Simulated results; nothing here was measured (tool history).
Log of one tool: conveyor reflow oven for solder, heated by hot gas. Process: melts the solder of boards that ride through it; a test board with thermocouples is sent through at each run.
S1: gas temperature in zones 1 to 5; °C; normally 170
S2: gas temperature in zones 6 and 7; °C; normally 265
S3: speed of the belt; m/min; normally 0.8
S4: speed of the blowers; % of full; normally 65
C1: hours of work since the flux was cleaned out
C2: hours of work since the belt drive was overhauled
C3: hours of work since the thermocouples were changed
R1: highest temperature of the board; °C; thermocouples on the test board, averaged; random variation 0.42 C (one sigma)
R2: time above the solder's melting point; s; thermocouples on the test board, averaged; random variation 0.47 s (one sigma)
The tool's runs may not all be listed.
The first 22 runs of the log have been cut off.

{"run": 23, "hour": 372.1, "S1": 170, "S2": 262, "S3": 0.705, "S4": 68, "C1": 99, "C2": 599, "C3": 649, "R1": 247.5, "R2": 41.5}
{"run": 24, "hour": 389.2, "S1": 170, "S2": 262, "S3": 0.705, "S4": 68, "C1": 112, "C2": 612, "C3": 662, "R1": 247, "R2": 41.2}
{"run": 25, "hour": 408.7, "S1": 170, "S2": 262, "S3": 0.705, "S4": 68, "C1": 128, "C2": 627, "C3": 678, "R1": 247.1, "R2": 40.6}
{"run": 26, "hour": 425.4, "S1": 178, "S2": 271, "S3": 0.843, "S4": 64, "C1": 141, "C2": 640, "C3": 691, "R1": 248.5, "R2": 35.5}
{"run": 27, "hour": 434.3, "S1": 170, "S2": 267, "S3": 0.8, "S4": 65, "C1": 148, "C2": 647, "C3": 698, "R1": 246.3, "R2": 34.5}
{"run": 28, "hour": 452.9, "S1": 170, "S2": 267, "S3": 0.8, "S4": 65, "C1": 162, "C2": 662, "C3": 712, "R1": 246, "R2": 34.6}
{"run": 29, "hour": 461.8, "S1": 170, "S2": 267, "S3": 0.8, "S4": 65, "C1": 169, "C2": 669, "C3": 719, "R1": 246.5, "R2": 34}
{"run": 30, "hour": 473.7, "S1": 174, "S2": 260, "S3": 0.789, "S4": 50, "C1": 178, "C2": 678, "C3": 728, "R1": 237.8, "R2": 28.7}
{"run": 31, "hour": 485.6, "S1": 157, "S2": 263, "S3": 0.891, "S4": 50, "C1": 188, "C2": 687, "C3": 737, "R1": 229.2, "R2": 13.9}

Here are 3 independent what-if runs from the current tool condition. What would each one return?
{"run": "A", "hour": 505.7, "S1": 179, "S2": 257, "S3": 0.713, "S4": 50, "C1": 203, "C2": 703, "C3": 753, "R1": "?", "R2": "?"}
{"run": "B", "hour": 505.7, "S1": 175, "S2": 263, "S3": 0.659, "S4": 50, "C1": 203, "C2": 703, "C3": 753, "R1": "?", "R2": "?"}
{"run": "C", "hour": 505.7, "S1": 176, "S2": 263, "S3": 0.891, "S4": 64, "C1": 203, "C2": 703, "C3": 753, "R1": "?", "R2": "?"}

run=A R1=239.7 R2=36
run=B R1=247.3 R2=44.5
run=C R1=239.8 R2=26.4
What these runs would have given with no unlogged condition in the tool:
run=A R1=237.5 R2=33.8
run=B R1=245 R2=42.3
run=C R1=238.1 R2=24.9
